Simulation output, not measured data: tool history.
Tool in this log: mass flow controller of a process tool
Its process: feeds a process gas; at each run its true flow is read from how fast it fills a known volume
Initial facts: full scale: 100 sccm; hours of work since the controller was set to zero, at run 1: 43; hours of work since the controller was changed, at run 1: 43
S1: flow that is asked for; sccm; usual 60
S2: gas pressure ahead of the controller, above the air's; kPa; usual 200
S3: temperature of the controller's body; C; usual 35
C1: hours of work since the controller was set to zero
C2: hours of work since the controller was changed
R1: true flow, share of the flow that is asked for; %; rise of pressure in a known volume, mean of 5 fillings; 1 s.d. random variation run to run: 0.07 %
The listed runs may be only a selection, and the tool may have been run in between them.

run,hour,S1,S2,S3,C1,C2,R1
1,0.0,60,200,35,43,43,97.78
2,56.9,60,200,35,80,80,97.78
3,97.4,60,200,35,107,107,97.77
4,129.8,60,188,35,129,129,97.88
5,174.1,60,183,35,158,158,98.02
6,215.3,60,147,35,185,185,98.10
7,280.0,60,200,35,228,228,97.89
8,347.8,60,200,35,273,273,97.85
9,412.7,60,200,35,315,315,97.73
10,471.2,12,200,35,354,354,96.33
11,533.7,12,200,35,395,395,96.41
12,597.7,60,227,35,438,438,97.63
13,636.0,60,227,35,463,463,97.66
14,674.2,60,227,35,488,488,97.64
15,717.5,40,200,35,517,517,97.17
16,781.4,60,200,35,559,559,97.81
17,833.9,60,200,35,594,594,97.65
18,868.1,60,200,35,616,616,97.85
19,916.6,60,200,35,648,648,97.64
# hour 921.4: controller's zero set anew
20,972.6,60,200,35,34,685,97.71
21,1044.5,60,148,35,81,733,98.23
22,1084.0,60,148,35,107,759,98.20
23,1128.8,60,148,35,137,788,98.08
# hour 1172.3: controller's zero set anew, once more
24,1203.7,60,148,35,21,837,98.08
25,1265.8,60,148,35,62,878,98.08
26,1317.2,60,148,35,96,912,98.03
27,1385.4,60,148,35,141,957,97.98
28,1430.9,60,238,35,171,987,97.56
29,1477.4,32,271,23,202,1018,97.18
30,1520.2,32,271,23,230,1046,97.32
31,1568.7,32,271,23,262,1078,97.24
32,1617.3,32,271,21,294,1111,97.29
33,1692.4,16,195,20,344,1160,97.61
34,1749.0,16,241,20,381,1198,97.33
35,1779.6,16,241,20,401,1218,97.39
36,1839.1,28,211,35,441,1257,96.67
37,1869.4,17,211,35,461,1277,96.55
38,1925.7,17,211,35,498,1314,96.53
39,1956.3,73,163,35,518,1335,98.29
40,2000.9,73,163,35,547,1364,98.28
41,2039.1,16,229,22,573,1389,97.36
42,2070.0,16,229,22,593,1410,97.32
43,2116.0,13,152,22,623,1440,97.82
44,2169.9,14,270,35,659,1476,96.28
45,2235.6,14,270,35,702,1519,96.28
46,2306.9,30,212,37,750,1566,96.61
47,2351.4,17,251,39,779,1595,96.14
48,2394.8,17,251,39,808,1624,96.26

What differs in the tool's unlogged condition from the final listed run ahead of each entry between runs to the first listed run following it?
After run 19, before run 20: controller's zero set anew (hour 921.4)
  flow at rest that the sensor doesn't see, % of full scale: 0.058 -> 0.078; true flow over the shown one, %: -0.27 -> -0.28
  measured minus no-state result, R1: -0.17 -> -0.15 %
After run 23, before run 24: controller's zero set anew, once more (hour 1172.3)
  flow at rest that the sensor doesn't see, % of full scale: 0.087 -> 0.063; true flow over the shown one, %: -0.31 -> -0.32
  measured minus no-state result, R1: -0.16 -> -0.22 %

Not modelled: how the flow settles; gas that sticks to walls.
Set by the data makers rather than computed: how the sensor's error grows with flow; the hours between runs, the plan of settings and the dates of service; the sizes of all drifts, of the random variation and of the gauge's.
